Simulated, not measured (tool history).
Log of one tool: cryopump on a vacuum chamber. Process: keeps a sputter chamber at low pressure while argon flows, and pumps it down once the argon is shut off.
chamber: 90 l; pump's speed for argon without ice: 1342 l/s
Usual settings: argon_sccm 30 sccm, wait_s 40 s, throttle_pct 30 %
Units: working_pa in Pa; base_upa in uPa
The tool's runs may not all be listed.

run	hour	argon_sccm	wait_s	throttle_pct	working_pa	base_upa
1	0	30	40	30	0.1309	3.77
2	43.9	30	40	30	0.1314	3.71
3	82.3	30	40	30	0.1322	3.78
4	133.7	30	40	30	0.1329	3.75
5	155.4	30	40	30	0.1317	3.75
6	197.9	30	40	30	0.132	3.81
# hour 247.6: pump warmed up, emptied and cooled again
7	249.6	30	40	20	0.1889	3.47
8	273.5	30	40	46	0.0826	3.44
9	306	16	40	46	0.0452	3.63
10	331.5	16	40	21	0.096	3.5
11	354.6	16	40	36	0.0562	3.49
12	376.9	52	36	19	0.3455	3.64
13	427.8	52	177	23	0.2848	2.79
14	454.8	52	177	23	0.2883	2.95
15	482.5	52	177	23	0.2868	2.91
16	534	25	40	49	0.0668	3.52
17	575	25	83	49	0.0661	3.19
18	601.5	30	31	18	0.2123	4.01
19	642.4	16	40	30	0.0686	3.71
20	673.8	19	151	33	0.0734	3.08
21	707.7	19	56	30	0.0813	3.41
22	744.4	16	40	30	0.0689	3.83

Forecast each of these 4 alternatives for the next run:
A	765.8	30	180	30	?	?
B	765.8	16	40	17	?	?
C	765.8	18	40	51	?	?
D	765.8	20	138	28	?	?

run	working_pa	base_upa
A	0.1289	3.17
B	0.1192	3.76
C	0.0455	3.81
D	0.0926	3.14
Without the tool's hidden state the same runs would have given:
run	working_pa	base_upa
A	0.1266	0.45
B	0.118	1.11
C	0.0441	1.13
D	0.0911	0.48

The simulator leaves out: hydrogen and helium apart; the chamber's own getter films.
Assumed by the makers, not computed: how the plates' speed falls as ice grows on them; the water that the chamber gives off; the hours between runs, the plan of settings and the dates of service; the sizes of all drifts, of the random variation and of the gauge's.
